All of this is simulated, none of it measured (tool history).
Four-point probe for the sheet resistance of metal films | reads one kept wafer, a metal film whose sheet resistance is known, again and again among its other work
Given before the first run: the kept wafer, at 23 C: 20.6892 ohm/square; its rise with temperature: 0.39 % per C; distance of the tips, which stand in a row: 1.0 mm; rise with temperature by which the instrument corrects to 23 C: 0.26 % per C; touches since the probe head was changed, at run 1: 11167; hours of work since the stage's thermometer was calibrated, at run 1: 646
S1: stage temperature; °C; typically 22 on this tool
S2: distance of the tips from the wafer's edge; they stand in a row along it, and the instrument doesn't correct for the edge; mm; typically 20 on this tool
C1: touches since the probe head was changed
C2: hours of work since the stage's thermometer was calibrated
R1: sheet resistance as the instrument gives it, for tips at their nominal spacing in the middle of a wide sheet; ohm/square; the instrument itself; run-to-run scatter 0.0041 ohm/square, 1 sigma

{"run": 1, "hour": 0.0, "S1": 22, "S2": 20, "C1": 11167, "C2": 646, "R1": 20.678309}
{"run": 2, "hour": 23.7, "S1": 22, "S2": 20, "C1": 11433, "C2": 657, "R1": 20.687595}
{"run": 3, "hour": 37.4, "S1": 22, "S2": 20, "C1": 11587, "C2": 664, "R1": 20.685465}
{"run": 4, "hour": 58.7, "S1": 22, "S2": 20, "C1": 11827, "C2": 674, "R1": 20.688418}
{"run": 5, "hour": 83.0, "S1": 22, "S2": 20, "C1": 12099, "C2": 685, "R1": 20.686213}
{"run": 6, "hour": 103.2, "S1": 22, "S2": 20, "C1": 12326, "C2": 695, "R1": 20.68709}
{"run": 7, "hour": 120.1, "S1": 22, "S2": 16, "C1": 12515, "C2": 703, "R1": 20.694588}
{"run": 8, "hour": 136.2, "S1": 22, "S2": 16, "C1": 12696, "C2": 710, "R1": 20.702375}
{"run": 9, "hour": 159.0, "S1": 33, "S2": 20, "C1": 12952, "C2": 721, "R1": 20.964895}
{"run": 10, "hour": 170.0, "S1": 33, "S2": 20, "C1": 13076, "C2": 726, "R1": 20.966573}
{"run": 11, "hour": 181.8, "S1": 18, "S2": 20, "C1": 13209, "C2": 731, "R1": 20.576803}
{"run": 12, "hour": 202.6, "S1": 18, "S2": 20, "C1": 13442, "C2": 741, "R1": 20.584234}
{"run": 13, "hour": 217.1, "S1": 18, "S2": 20, "C1": 13605, "C2": 748, "R1": 20.578113}
{"run": 14, "hour": 240.4, "S1": 23, "S2": 4, "C1": 13866, "C2": 759, "R1": 21.364934}
{"run": 15, "hour": 260.0, "S1": 23, "S2": 4, "C1": 14086, "C2": 768, "R1": 21.360487}
{"run": 16, "hour": 275.7, "S1": 23, "S2": 4, "C1": 14262, "C2": 775, "R1": 21.358291}
{"run": 17, "hour": 286.6, "S1": 22, "S2": 6, "C1": 14385, "C2": 780, "R1": 20.967108}
{"run": 18, "hour": 308.3, "S1": 27, "S2": 4, "C1": 14628, "C2": 791, "R1": 21.467603}
{"run": 19, "hour": 326.9, "S1": 19, "S2": 31, "C1": 14837, "C2": 799, "R1": 20.597321}
{"run": 20, "hour": 345.9, "S1": 31, "S2": 9, "C1": 15050, "C2": 808, "R1": 21.022033}

3 options for the next run, each taken on its own from the tool as it stands now. Forecast them:
{"run": "A", "hour": 370.8, "S1": 31, "S2": 60, "C1": 15330, "C2": 820, "R1": "?"}
{"run": "B", "hour": 370.8, "S1": 21, "S2": 6, "C1": 15330, "C2": 820, "R1": "?"}
{"run": "C", "hour": 370.8, "S1": 25, "S2": 9, "C1": 15330, "C2": 820, "R1": "?"}

run=A R1=20.892383
run=B R1=20.945443
run=C R1=20.883968
Take away the tool's hidden state, keep each run's random variation, and the runs would have read:
run=A R1=20.891017
run=B R1=20.943819
run=C R1=20.882454
